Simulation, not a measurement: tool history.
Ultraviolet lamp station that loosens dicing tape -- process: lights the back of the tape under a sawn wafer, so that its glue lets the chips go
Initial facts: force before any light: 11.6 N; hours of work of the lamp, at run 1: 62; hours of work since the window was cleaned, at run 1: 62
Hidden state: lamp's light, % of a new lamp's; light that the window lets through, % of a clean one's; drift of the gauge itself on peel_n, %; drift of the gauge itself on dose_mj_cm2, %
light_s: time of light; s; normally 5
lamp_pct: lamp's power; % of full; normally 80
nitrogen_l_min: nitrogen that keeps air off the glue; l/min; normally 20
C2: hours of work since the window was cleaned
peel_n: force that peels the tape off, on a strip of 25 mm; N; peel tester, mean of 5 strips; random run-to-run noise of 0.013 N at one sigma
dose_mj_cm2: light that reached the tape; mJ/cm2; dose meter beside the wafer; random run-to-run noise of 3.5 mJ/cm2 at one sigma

run 1 hour=0 | light_s=5 lamp_pct=80 nitrogen_l_min=20 | hours_of_work_of_the_lamp=62 C2=62 | peel_n=0.626 dose_mj_cm2=564
run 2 hour=46 | light_s=5 lamp_pct=80 nitrogen_l_min=20 | hours_of_work_of_the_lamp=92 C2=92 | peel_n=0.603 dose_mj_cm2=563
run 3 hour=132.9 | light_s=5 lamp_pct=80 nitrogen_l_min=20 | hours_of_work_of_the_lamp=150 C2=150 | peel_n=0.578 dose_mj_cm2=559
run 4 hour=174.4 | light_s=5 lamp_pct=80 nitrogen_l_min=20 | hours_of_work_of_the_lamp=177 C2=177 | peel_n=0.568 dose_mj_cm2=561
run 5 hour=230.9 | light_s=5 lamp_pct=80 nitrogen_l_min=20 | hours_of_work_of_the_lamp=214 C2=214 | peel_n=0.609 dose_mj_cm2=558
run 6 hour=270.2 | light_s=4 lamp_pct=98 nitrogen_l_min=39 | hours_of_work_of_the_lamp=240 C2=240 | peel_n=0.351 dose_mj_cm2=556
run 7 hour=349.3 | light_s=5 lamp_pct=68 nitrogen_l_min=20 | hours_of_work_of_the_lamp=292 C2=292 | peel_n=0.921 dose_mj_cm2=479
run 8 hour=405.1 | light_s=7 lamp_pct=100 nitrogen_l_min=20 | hours_of_work_of_the_lamp=329 C2=329 | peel_n=0.112 dose_mj_cm2=989
run 9 hour=470.4 | light_s=3 lamp_pct=80 nitrogen_l_min=11 | hours_of_work_of_the_lamp=371 C2=371 | peel_n=2.753 dose_mj_cm2=338

Run 10 has not been measured yet. What should we expect?
run 10 hour=533.9 | light_s=5 lamp_pct=99 nitrogen_l_min=20 | hours_of_work_of_the_lamp=413 C2=413 | peel_n=? dose_mj_cm2=?

Run 10 yielded peel_n 0.327 N, dose_mj_cm2 706 mJ/cm2.
If the tool had no hidden condition, the same run with the same run-to-run variation would have returned peel_n 0.326 N, dose_mj_cm2 707 mJ/cm2.
